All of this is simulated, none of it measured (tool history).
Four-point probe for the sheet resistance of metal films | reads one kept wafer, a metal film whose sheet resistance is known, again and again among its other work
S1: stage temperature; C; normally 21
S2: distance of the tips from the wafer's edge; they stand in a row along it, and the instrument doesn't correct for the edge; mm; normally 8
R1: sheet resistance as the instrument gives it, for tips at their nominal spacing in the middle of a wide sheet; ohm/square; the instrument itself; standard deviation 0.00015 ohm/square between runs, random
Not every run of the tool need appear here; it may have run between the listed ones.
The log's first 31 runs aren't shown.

run    hour  S1  S2        R1
 32  1576.0  28   6  0.760257
 33  1607.8  28   6  0.759888
 34  1677.3  21   9  0.748206
 35  1731.7  26  16  0.744327
 36  1780.0  26  16  0.744540
 37  1817.2  22  32  0.741320
 38  1885.9  20  33  0.740825
 39  1917.8  25  11  0.746945
 40  1948.6  18   8  0.749170
 41  2011.8  22  17  0.742963
 42  2060.7  20   4  0.778102
 43  2130.6  23  24  0.742162
 44  2190.5  22   6  0.758299

5 options for the next run, each taken on its own from the tool as it stands now. Forecast them:
  A  2242.5  28  61   ?
  B  2242.5  28  13   ?
  C  2242.5  26   8   ?
  D  2242.5  25   8   ?
  E  2242.5  29  23   ?

run        R1
  A  0.742767
  B  0.746230
  C  0.751940
  D  0.751323
  E  0.744055
Without the tool's hidden state the same runs would have given:
run        R1
  A  0.737438
  B  0.740878
  C  0.746556
  D  0.745946
  E  0.738715
